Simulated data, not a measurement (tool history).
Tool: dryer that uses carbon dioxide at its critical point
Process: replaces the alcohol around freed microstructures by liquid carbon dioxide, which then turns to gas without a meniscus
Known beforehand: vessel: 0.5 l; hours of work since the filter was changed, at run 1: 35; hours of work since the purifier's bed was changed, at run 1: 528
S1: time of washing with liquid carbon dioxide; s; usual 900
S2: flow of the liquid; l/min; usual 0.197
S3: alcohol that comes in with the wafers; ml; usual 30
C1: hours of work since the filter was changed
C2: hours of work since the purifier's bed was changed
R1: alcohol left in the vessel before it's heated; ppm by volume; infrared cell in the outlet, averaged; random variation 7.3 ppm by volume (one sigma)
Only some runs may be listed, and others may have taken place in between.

Run 1, hour 0: usual settings; C1 35; C2 528. Result: R1 467 ppm by volume.
Run 2, hour 14.1: usual settings; C1 45; C2 537. Result: R1 492 ppm by volume.
Run 3, hour 41.8: usual settings; C1 63; C2 555. Result: R1 504 ppm by volume.
Run 4, hour 71.4: usual settings; C1 82; C2 574. Result: R1 520 ppm by volume.
Run 5, hour 85.1: usual settings; C1 91; C2 583. Result: R1 541 ppm by volume.
Run 6, hour 116.9: usual settings but S2 0.13 l/min; C1 111; C2 603. Result: R1 2619 ppm by volume.
Run 7, hour 137: usual settings but S2 0.13 l/min; C1 124; C2 616. Result: R1 2771 ppm by volume.
Run 8, hour 162.3: usual settings but S2 0.245 l/min; C1 141; C2 633. Result: R1 263 ppm by volume.
Run 9, hour 177.3: usual settings but S2 0.245 l/min; C1 150; C2 642. Result: R1 257 ppm by volume.
At hour 191: inlet filter changed.
Run 10, hour 198.4: usual settings but S2 0.245 l/min; C1 5; C2 655. Result: R1 196 ppm by volume.
Run 11, hour 228.9: usual settings but S1 780 s; C1 25; C2 675. Result: R1 869 ppm by volume.
Run 12, hour 258.8: usual settings but S1 840 s; C1 44; C2 695. Result: R1 692 ppm by volume.
Run 13, hour 281.8: usual settings but S1 840 s; C1 59; C2 710. Result: R1 684 ppm by volume.
Run 14, hour 302.8: usual settings but S1 840 s; C1 72; C2 723. Result: R1 698 ppm by volume.
Run 15, hour 325: usual settings but S1 840 s; C1 87; C2 738. Result: R1 724 ppm by volume.
Run 16, hour 342: usual settings but S1 840 s; C1 98; C2 749. Result: R1 724 ppm by volume.
Run 17, hour 370: usual settings but S2 0.238 l/min; C1 116; C2 767. Result: R1 296 ppm by volume.
Run 18, hour 385.5: usual settings but S1 1200 s; C1 126; C2 777. Result: R1 237 ppm by volume.
Run 19, hour 411.1: usual settings but S1 1200 s, S2 0.309 l/min; C1 143; C2 793. Result: R1 131 ppm by volume.
At hour 436.1: inlet filter changed.
Run 20, hour 437.2: usual settings but S3 23 ml; C1 1; C2 810. Result: R1 416 ppm by volume.
Run 21, hour 456.3: usual settings but S1 540 s, S3 23 ml; C1 13; C2 822. Result: R1 2377 ppm by volume.
Run 22, hour 483.4: usual settings but S3 76 ml; C1 31; C2 840. Result: R1 1124 ppm by volume.
Run 23, hour 501.4: usual settings but S1 840 s; C1 42; C2 851. Result: R1 698 ppm by volume.
Run 24, hour 528.2: usual settings but S1 600 s, S2 0.292 l/min, S3 21 ml; C1 60; C2 869. Result: R1 438 ppm by volume.
Run 25, hour 548.4: usual settings but S1 600 s, S2 0.143 l/min, S3 36 ml; C1 73; C2 882. Result: R1 6951 ppm by volume.
Run 26, hour 562.7: usual settings but S1 600 s, S2 0.143 l/min, S3 36 ml; C1 82; C2 891. Result: R1 6701 ppm by volume.
Run 27, hour 582: usual settings but S1 600 s, S2 0.143 l/min, S3 36 ml; C1 95; C2 903. Result: R1 7186 ppm by volume.
Run 28, hour 603: usual settings but S1 600 s, S2 0.143 l/min, S3 36 ml; C1 108; C2 917. Result: R1 7510 ppm by volume.
Run 29, hour 618.1: usual settings but S1 600 s, S2 0.153 l/min, S3 36 ml; C1 118; C2 927. Result: R1 6249 ppm by volume.
Run 30, hour 636.5: usual settings but S1 600 s, S2 0.153 l/min, S3 36 ml; C1 130; C2 939. Result: R1 6303 ppm by volume.
Run 31, hour 649.9: usual settings but S1 600 s, S2 0.153 l/min, S3 36 ml; C1 139; C2 947. Result: R1 6321 ppm by volume.
Run 32, hour 673.9: usual settings but S1 600 s, S2 0.131 l/min, S3 40 ml; C1 154; C2 963. Result: R1 10444 ppm by volume.
At hour 680.3: inlet filter changed.
Run 33, hour 704.6: usual settings but S1 600 s, S2 0.131 l/min, S3 20 ml; C1 16; C2 982. Result: R1 4439 ppm by volume.
Run 34, hour 720.6: usual settings but S1 600 s, S2 0.125 l/min, S3 107 ml; C1 26; C2 993. Result: R1 26329 ppm by volume.
Run 35, hour 741.5: usual settings but S1 1140 s, S2 0.135 l/min, S3 94 ml; C1 40; C2 1006. Result: R1 2669 ppm by volume.
Run 36, hour 772.4: usual settings but S2 0.291 l/min, S3 64 ml; C1 60; C2 1026. Result: R1 246 ppm by volume.
Run 37, hour 786.3: usual settings but S2 0.291 l/min, S3 64 ml; C1 69; C2 1035. Result: R1 255 ppm by volume.
Run 38, hour 800.7: usual settings but S2 0.291 l/min, S3 64 ml; C1 78; C2 1044. Result: R1 260 ppm by volume.
Run 39, hour 816.7: usual settings but S2 0.28 l/min; C1 88; C2 1055. Result: R1 234 ppm by volume.
Run 40, hour 846.7: usual settings but S2 0.28 l/min; C1 108; C2 1074. Result: R1 242 ppm by volume.
Run 41, hour 873.3: usual settings but S2 0.28 l/min; C1 125; C2 1092. Result: R1 247 ppm by volume.
Run 42, hour 905.5: usual settings but S2 0.28 l/min; C1 146; C2 1112. Result: R1 259 ppm by volume.
At hour 925.5: inlet filter changed.
Run 43, hour 938.5: usual settings but S1 1020 s, S2 0.156 l/min; C1 8; C2 1133. Result: R1 811 ppm by volume.
Run 44, hour 960.2: usual settings but S1 1140 s, S3 21 ml; C1 22; C2 1147. Result: R1 270 ppm by volume.
Run 45, hour 976.8: usual settings but S1 780 s, S3 118 ml; C1 33; C2 1158. Result: R1 3216 ppm by volume.
Run 46, hour 994: usual settings but S1 960 s, S3 101 ml; C1 44; C2 1169. Result: R1 1130 ppm by volume.

For some of the steps in R1 from one run to the next: how much would appear even if the tool had no hidden state, given the settings, what came in and random variation, and how much remains for the hidden state plus any gauge scatter that the measured result and the result without hidden state don't share?
Hidden state at play: flow that reaches the vessel past the clogged filter, %; alcohol in the recycled carbon dioxide, ppm; drift of the gauge itself on alcohol_ppm, %.
Run 24 -> 25: S2 0.292 -> 0.143, S3 21 -> 36. R1 +6513 ppm by volume: hidden state +618, all else +5895.
Run 32 -> 33: S3 40 -> 20, inlet filter changed. R1 -6005 ppm by volume: hidden state -1608, all else -4397.
Run 33 -> 34: S2 0.131 -> 0.125, S3 20 -> 107. R1 +21890 ppm by volume: hidden state +862, all else +21028.
Run 34 -> 35: S1 600 -> 1140, S2 0.125 -> 0.135, S3 107 -> 94. R1 -23660 ppm by volume: hidden state -726, all else -22934.
